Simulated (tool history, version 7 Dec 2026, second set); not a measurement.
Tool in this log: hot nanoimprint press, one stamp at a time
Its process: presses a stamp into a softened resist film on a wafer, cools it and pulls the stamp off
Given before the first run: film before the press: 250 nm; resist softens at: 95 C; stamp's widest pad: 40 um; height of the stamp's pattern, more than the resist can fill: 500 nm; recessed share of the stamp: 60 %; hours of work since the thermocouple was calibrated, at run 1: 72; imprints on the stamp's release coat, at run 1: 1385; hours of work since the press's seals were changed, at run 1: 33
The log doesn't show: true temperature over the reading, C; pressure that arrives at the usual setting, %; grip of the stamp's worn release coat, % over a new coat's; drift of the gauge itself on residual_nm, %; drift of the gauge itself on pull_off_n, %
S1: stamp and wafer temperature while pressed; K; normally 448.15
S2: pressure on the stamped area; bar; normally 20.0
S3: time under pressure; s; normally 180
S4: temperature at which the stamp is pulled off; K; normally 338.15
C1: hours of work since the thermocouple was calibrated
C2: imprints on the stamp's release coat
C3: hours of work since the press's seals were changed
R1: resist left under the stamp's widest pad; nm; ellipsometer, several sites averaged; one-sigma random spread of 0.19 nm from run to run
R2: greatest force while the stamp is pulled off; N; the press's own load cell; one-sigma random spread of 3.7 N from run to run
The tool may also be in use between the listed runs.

run   hour      S1    S2   S3      S4   C1    C2   C3     R1   R2
  1    0.0  448.15  20.0  180  338.15   72  1385   33  135.7  255
  2   18.2  448.15  20.0  180  338.15   82  1428   43  135.4  269
  3   35.8  448.15  20.0  180  338.15   91  1469   53  135.0  267
      66.2  -- stamp cleaned and given a new release coat
  4   68.2  448.15  20.0  180  338.15  106     5   67  135.2  176
  5   85.8  448.15  20.0  180  338.15  116    46   77  134.9  174
  6   97.6  448.15  20.0  180  338.15  122    74   83  135.3  173
  7  121.5  448.15  20.0  180  326.15  135   130   96  134.9  236
  8  133.3  448.15  20.0  180  338.15  142   158  103  134.6  179
  9  155.7  448.15  31.1  180  338.15  154   210  115  108.0  189
     159.7  -- plate thermocouple calibrated
 10  174.0  448.15  20.0  180  338.15    8   246  124  134.0  184
 11  198.2  450.15  20.0  180  338.15   21   303  137  128.0  192
 12  223.2  448.15  20.0  180  338.15   35   362  151  133.7  197
 13  247.1  448.15  20.0  104  324.15   48   418  164  157.2  270
 14  271.9  457.15  20.0  276  344.15   62   476  177   93.7  165
     289.3  -- plate thermocouple calibrated, once more
 15  289.3  448.15  23.2  180  338.15    0   510  185  128.7  205
 16  301.5  443.15  14.3  186  326.15    7   538  192  174.1  267
 17  323.7  443.15  14.3  186  326.15   19   590  204  174.0  280
 18  341.6  443.15  14.3  186  326.15   29   633  214  173.9  274
 19  355.7  448.15  20.0  282  338.15   36   666  222  119.0  214
 20  376.0  451.15  20.0  189  345.15   48   713  233  126.6  188
 21  396.5  439.15  14.7  271  345.15   59   761  244  169.6  189
 22  419.3  446.15  15.0  271  330.15   71   815  257  143.8  270
 23  441.1  453.15  18.0  266  338.15   83   866  269  113.3  218

For each entry between runs, how does the tool's hidden state at the last listed run before it compare with that at the first listed run after it?
Run 3 -> run 4: stamp cleaned and given a new release coat (hour 66.2)
  true temperature over the reading, C: 0.44 -> 0.51; pressure that arrives at the usual setting, %: 99.43 -> 99.35; grip of the stamp's worn release coat, % over a new coat's: 50.9 -> 0.2
  difference, measured minus the result without the unlogged condition, R1: -1.0 -> -1.2 nm; R2: +89 -> -1 N
Run 9 -> run 10: plate thermocouple calibrated (hour 159.7)
  true temperature over the reading, C: 0.71 -> 0.97; pressure that arrives at the usual setting, %: 99.08 -> 99.03; grip of the stamp's worn release coat, % over a new coat's: 6.8 -> 8
  difference, measured minus the result without the unlogged condition, R1: -1.1 -> -2.3 nm; R2: +9 -> +10 N
Run 14 -> run 15: plate thermocouple calibrated, once more (hour 289.3)
  true temperature over the reading, C: 1.2 -> -0.22; pressure that arrives at the usual setting, %: 98.73 -> 98.68; grip of the stamp's worn release coat, % over a new coat's: 15.7 -> 16.9
  difference, measured minus the result without the unlogged condition, R1: -2.0 -> +1.7 nm; R2: +18 -> +30 N
